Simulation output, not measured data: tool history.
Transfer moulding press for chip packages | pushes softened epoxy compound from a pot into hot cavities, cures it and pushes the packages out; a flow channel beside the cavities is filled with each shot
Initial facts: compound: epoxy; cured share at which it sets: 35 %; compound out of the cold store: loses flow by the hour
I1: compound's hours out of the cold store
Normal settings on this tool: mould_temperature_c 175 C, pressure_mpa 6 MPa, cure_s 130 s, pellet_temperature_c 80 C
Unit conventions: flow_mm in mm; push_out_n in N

Run 1, day 0: usual settings; I1 18.3. Result: flow_mm 614 mm, push_out_n 460 N.
Run 2, day 0.808: usual settings; I1 44.1. Result: flow_mm 577 mm, push_out_n 449 N.
Run 3, day 1.629: usual settings; I1 29.8. Result: flow_mm 600 mm, push_out_n 435 N.
Run 4, day 2.904: usual settings but mould_temperature_c 182 C; I1 27.8. Result: flow_mm 578 mm, push_out_n 378 N.
Run 5, day 4.125: usual settings but mould_temperature_c 182 C; I1 18.2. Result: flow_mm 586 mm, push_out_n 381 N.
Run 6, day 5.238: usual settings but mould_temperature_c 182 C; I1 17.3. Result: flow_mm 598 mm, push_out_n 397 N.
Run 7, day 6.046: usual settings but mould_temperature_c 182 C; I1 41.4. Result: flow_mm 558 mm, push_out_n 379 N.
Run 8, day 6.6: usual settings but mould_temperature_c 182 C; I1 40. Result: flow_mm 556 mm, push_out_n 396 N.
At day 6.725: cavities cleaned with cleaning compound and waxed.
Run 9, day 7.333: usual settings but mould_temperature_c 182 C; I1 35.8. Result: flow_mm 567 mm, push_out_n 383 N.
Run 10, day 8.225: usual settings; I1 42.6. Result: flow_mm 575 mm, push_out_n 452 N.
Run 11, day 9.146: usual settings; I1 32.1. Result: flow_mm 584 mm, push_out_n 437 N.
Run 12, day 10.367: usual settings; I1 33.2. Result: flow_mm 598 mm, push_out_n 450 N.
Run 13, day 11.571: usual settings; I1 45. Result: flow_mm 576 mm, push_out_n 454 N.
Run 14, day 12.8: usual settings; I1 45.3. Result: flow_mm 570 mm, push_out_n 451 N.
Run 15, day 14.033: usual settings but mould_temperature_c 172 C, cure_s 124 s; I1 26.3. Result: flow_mm 618 mm, push_out_n 586 N.
At day 14.233: plunger's sealing rings changed.
At day 14.754: cavities cleaned with cleaning compound and waxed.
Run 16, day 14.754: usual settings but mould_temperature_c 172 C, cure_s 124 s, pellet_temperature_c 89 C; I1 13.4. Result: flow_mm 623 mm, push_out_n 575 N.
Run 17, day 15.508: usual settings but mould_temperature_c 172 C, cure_s 124 s, pellet_temperature_c 89 C; I1 32.2. Result: flow_mm 605 mm, push_out_n 543 N.
Run 18, day 16.3: usual settings but mould_temperature_c 173 C, pressure_mpa 5.41 MPa, cure_s 163 s, pellet_temperature_c 75 C; I1 22.6. Result: flow_mm 589 mm, push_out_n 414 N.
At day 16.933: mould's thermocouples calibrated.
Run 19, day 17.588: usual settings but mould_temperature_c 177 C, pressure_mpa 5.41 MPa, cure_s 148 s, pellet_temperature_c 72 C; I1 30. Result: flow_mm 557 mm, push_out_n 401 N.
Run 20, day 18.367: usual settings but mould_temperature_c 177 C, pressure_mpa 5.41 MPa, cure_s 148 s, pellet_temperature_c 72 C; I1 32.5. Result: flow_mm 555 mm, push_out_n 399 N.
Run 21, day 19.521: usual settings but mould_temperature_c 177 C, pressure_mpa 5.41 MPa, cure_s 148 s, pellet_temperature_c 72 C; I1 18.2. Result: flow_mm 572 mm, push_out_n 387 N.
Run 22, day 20.608: usual settings but cure_s 149 s, pellet_temperature_c 86 C; I1 20.6. Result: flow_mm 622 mm, push_out_n 412 N.
Run 23, day 21.792: usual settings but mould_temperature_c 170 C, pressure_mpa 6.68 MPa, cure_s 119 s; I1 47.7. Result: flow_mm 625 mm, push_out_n 715 N.
At day 22.779: cavities cleaned with cleaning compound and waxed.
Run 24, day 23.038: usual settings but mould_temperature_c 179 C, pellet_temperature_c 76 C; I1 45.9. Result: flow_mm 558 mm, push_out_n 398 N.
Run 25, day 23.667: usual settings but mould_temperature_c 183 C, pressure_mpa 5.95 MPa, cure_s 132 s, pellet_temperature_c 86 C; I1 25.9. Result: flow_mm 569 mm, push_out_n 387 N.
Run 26, day 24.688: usual settings but cure_s 156 s, pellet_temperature_c 73 C; I1 13.9. Result: flow_mm 621 mm, push_out_n 415 N.
Run 27, day 25.642: usual settings but mould_temperature_c 173 C, pellet_temperature_c 84 C; I1 27.5. Result: flow_mm 615 mm, push_out_n 503 N.
Run 28, day 26.712: usual settings but mould_temperature_c 173 C, pellet_temperature_c 84 C; I1 39.4. Result: flow_mm 589 mm, push_out_n 484 N.

Measured less the same run without the tool's hidden state. The same run-to-run variation is in both; the gauge's scatter may not be:
The hidden state here: true mould temperature over the reading, C; pressure that reaches the compound, % of what is set; grip of the stained cavities, % over clean ones'; drift of the gauge itself on flow_mm, %; drift of the gauge itself on push_out_n, %.
run  push_out_n
  1          +2
  2          +3
  3          +4
  4          +5
  5          +5
  6          +6
  7          +6
  8          +6
  9          +1
 10          +3
 11          +4
 12          +5
 13          +7
 14          +7
 15         +10
 16          +0
 17          +2
 18          +3
 19          +4
 20          +4
 21          +5
 22          +6
 23         +12
 24          +0
 25          +2
 26          +3
 27          +6
 28          +6
For flow_mm, the value without the hidden state is never more than 1 mm from the measured value.
